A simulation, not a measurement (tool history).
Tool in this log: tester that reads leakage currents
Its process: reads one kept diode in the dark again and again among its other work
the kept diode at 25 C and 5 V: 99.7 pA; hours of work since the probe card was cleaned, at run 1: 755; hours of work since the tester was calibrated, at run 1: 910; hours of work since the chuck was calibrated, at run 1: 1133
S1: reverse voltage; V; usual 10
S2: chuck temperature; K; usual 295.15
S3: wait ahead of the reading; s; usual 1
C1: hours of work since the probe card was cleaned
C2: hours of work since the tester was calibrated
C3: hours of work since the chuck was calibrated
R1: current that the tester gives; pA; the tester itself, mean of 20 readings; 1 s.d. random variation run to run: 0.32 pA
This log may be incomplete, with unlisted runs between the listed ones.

run 1 day=0 | S1=10 S2=295.15 S3=1 | C1=755 C2=910 C3=1133 | R1=128.98
run 2 day=2.608 | S1=10 S2=295.15 S3=1 | C1=782 C2=936 C3=1159 | R1=129.99
run 3 day=5.496 | S1=10 S2=295.15 S3=0.83 | C1=811 C2=965 C3=1189 | R1=130.32
-- day=5.808 chuck's temperature calibrated
run 4 day=7.508 | S1=10 S2=294.15 S3=1 | C1=830 C2=985 C3=17 | R1=97.2
run 5 day=10.262 | S1=10 S2=302.15 S3=1 | C1=858 C2=1012 C3=45 | R1=196.26
run 6 day=13.338 | S1=10 S2=312.15 S3=1 | C1=889 C2=1044 C3=76 | R1=456.57
run 7 day=14.892 | S1=10 S2=312.15 S3=1 | C1=905 C2=1059 C3=92 | R1=455.84
run 8 day=16.4 | S1=3.9 S2=312.15 S3=1 | C1=920 C2=1074 C3=107 | R1=302.34
run 9 day=17.975 | S1=3.9 S2=305.15 S3=1 | C1=936 C2=1090 C3=123 | R1=168.96
run 10 day=19.417 | S1=10 S2=295.15 S3=1 | C1=951 C2=1105 C3=138 | R1=108.91
run 11 day=22.454 | S1=10 S2=295.15 S3=1 | C1=981 C2=1136 C3=168 | R1=109.41
run 12 day=25.25 | S1=2.3 S2=295.15 S3=1 | C1=1010 C2=1164 C3=196 | R1=56.62
run 13 day=27.104 | S1=2.3 S2=295.15 S3=1 | C1=1028 C2=1183 C3=215 | R1=57.07
run 14 day=29.658 | S1=2.3 S2=295.15 S3=1 | C1=1054 C2=1208 C3=241 | R1=57.17
run 15 day=31.804 | S1=2.3 S2=325.15 S3=1 | C1=1076 C2=1230 C3=263 | R1=680.54
-- day=32.1 tester calibrated
run 16 day=35.208 | S1=10 S2=295.15 S3=5.12 | C1=1109 C2=31 C3=296 | R1=111.95
run 17 day=36.75 | S1=5.5 S2=306.15 S3=1 | C1=1125 C2=47 C3=312 | R1=222.46
run 18 day=39.483 | S1=14.1 S2=302.15 S3=1 | C1=1153 C2=75 C3=339 | R1=243.32
run 19 day=42.079 | S1=14.1 S2=301.15 S3=5.71 | C1=1179 C2=101 C3=366 | R1=223.46
run 20 day=43.842 | S1=14.1 S2=301.15 S3=5.71 | C1=1197 C2=119 C3=383 | R1=224.25
run 21 day=46.183 | S1=10 S2=295.15 S3=7.13 | C1=1220 C2=142 C3=407 | R1=114.55
run 22 day=48.304 | S1=10 S2=295.15 S3=7.13 | C1=1242 C2=164 C3=429 | R1=115.8
-- day=51.35 tester calibrated, once more
run 23 day=51.733 | S1=1.3 S2=295.15 S3=1.09 | C1=1275 C2=4 C3=462 | R1=45.78

Forecast run 24:
run 24 day=53.908 | S1=10 S2=297.15 S3=1 | C1=1297 C2=26 C3=484 | R1=?

Run 24 gave R1 137.81 pA.
Without the tool's hidden state the same run would have given R1 124.34 pA.

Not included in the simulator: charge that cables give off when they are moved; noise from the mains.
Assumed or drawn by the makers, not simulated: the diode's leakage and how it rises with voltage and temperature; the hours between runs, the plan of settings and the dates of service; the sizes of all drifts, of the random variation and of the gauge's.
